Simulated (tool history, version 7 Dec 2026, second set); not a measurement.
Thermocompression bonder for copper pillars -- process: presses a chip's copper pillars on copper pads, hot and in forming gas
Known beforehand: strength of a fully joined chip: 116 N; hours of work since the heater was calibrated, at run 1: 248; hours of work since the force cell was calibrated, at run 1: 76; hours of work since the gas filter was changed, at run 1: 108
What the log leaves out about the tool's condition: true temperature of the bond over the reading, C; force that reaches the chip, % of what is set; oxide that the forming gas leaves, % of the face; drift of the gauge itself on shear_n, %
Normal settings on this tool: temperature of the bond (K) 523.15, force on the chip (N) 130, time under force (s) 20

run   hour  temperature of the bond (K)  force on the chip (N)  time under force (s)  hours of work since the heater was calibrated  hours of work since the force cell was calibrated  hours of work since the gas filter was changed  force that shears a chip off (N)
  1    0.0                       523.15                    130                    20                                            248                                                 76                                             108                              52.7
  2    7.3                       523.15                    130                    39                                            251                                                 79                                             111                              64.9
  3   16.2                       523.15                    130                    39                                            255                                                 82                                             115                              65.3
  4   20.7                       523.15                     78                    39                                            257                                                 84                                             117                              49.2
  5   30.4                       523.15                     92                    20                                            261                                                 88                                             121                              43.1
  6   37.2                       523.15                    130                    20                                            264                                                 91                                             124                              52.4
  7   44.1                       523.15                    130                    20                                            267                                                 94                                             127                              52.1
  8   49.4                       523.15                    130                    55                                            269                                                 97                                             129                              72.1
  9   59.3                       523.15                    157                    55                                            273                                                101                                             133                              77.0
 10   63.9                       523.15                    130                    15                                            275                                                103                                             135                              47.4
 11   73.5                       523.15                    114                    20                                            280                                                107                                             139                              48.4
 12   79.4                       523.15                    114                    20                                            282                                                109                                             142                              48.2
 13   90.2                       523.15                    153                    20                                            287                                                114                                             146                              56.2
 14   98.8                       523.15                    130                    20                                            290                                                118                                             150                              52.3
 15  103.2                       523.15                    149                    20                                            292                                                119                                             152                              55.8
 16  108.1                       523.15                    149                    20                                            294                                                122                                             154                              55.4
 17  113.3                       523.15                    130                    20                                            296                                                124                                             156                              51.9
 18  121.6                       523.15                    130                    20                                            300                                                127                                             160                              51.7
 19  126.7                       523.15                    130                    20                                            302                                                129                                             162                              51.9
 20  137.1                       523.15                    130                    20                                            307                                                134                                             166                              51.9
 21  145.5                       551.15                    148                    18                                            310                                                137                                             170                              71.5
 22  155.0                       551.15                    148                    18                                            314                                                141                                             174                              71.3
 23  165.7                       529.15                    148                    20                                            319                                                146                                             178                              59.0
 24  173.8                       550.15                    130                    27                                            322                                                149                                             182                              74.9
 25  178.7                       533.15                     85                    20                                            324                                                152                                             184                              46.6
 26  189.5                       533.15                     95                    21                                            329                                                156                                             188                              49.6
 27  200.3                       533.15                     95                    21                                            333                                                161                                             193                              50.7
 28  206.7                       498.15                    130                    20                                            336                                                163                                             196                              36.3
     209.2  -- force cell calibrated
 29  215.8                       503.15                    118                    20                                            339                                                  3                                             199                              37.1
 30  226.3                       526.15                    190                    57                                            344                                                  7                                             203                              84.5
 31  235.4                       526.15                    190                    57                                            348                                                 11                                             207                              84.3
 32  244.5                       526.15                    126                    57                                            352                                                 15                                             211                              71.9
 33  252.3                       523.15                    130                    11                                            355                                                 18                                             214                              40.3
 34  262.7                       521.15                    130                    16                                            359                                                 23                                             219                              45.9
     266.1  -- force cell calibrated, once more
 35  273.1                       521.15                    130                    16                                            363                                                  3                                             223                              45.5
 36  280.4                       523.15                    158                    20                                            366                                                  6                                             226                              57.0
 37  290.6                       495.15                    130                    13                                            371                                                 10                                             230                              28.6
 38  297.7                       545.15                    104                    38                                            374                                                 13                                             233                              70.4
 39  306.3                       545.15                    104                    38                                            377                                                 17                                             237                              71.2
 40  316.0                       545.15                    104                    38                                            381                                                 21                                             241                              71.6

Branching from run 40: 4 alternative next runs. What would each branch give?
  A  324.5                       520.15                    155                    14                                            385                                                 25                                             245                                 ?
  B  324.5                       545.15                    111                    29                                            385                                                 25                                             245                                 ?
  C  324.5                       543.15                    103                    11                                            385                                                 25                                             245                                 ?
  D  324.5                       504.15                    128                    33                                            385                                                 25                                             245                                 ?

run  force that shears a chip off (N)
  A                              47.7
  B                              66.1
  C                              46.4
  D                              48.2
What these runs would have given with no unlogged condition in the tool:
run  force that shears a chip off (N)
  A                              50.0
  B                              70.0
  C                              48.8
  D                              50.4

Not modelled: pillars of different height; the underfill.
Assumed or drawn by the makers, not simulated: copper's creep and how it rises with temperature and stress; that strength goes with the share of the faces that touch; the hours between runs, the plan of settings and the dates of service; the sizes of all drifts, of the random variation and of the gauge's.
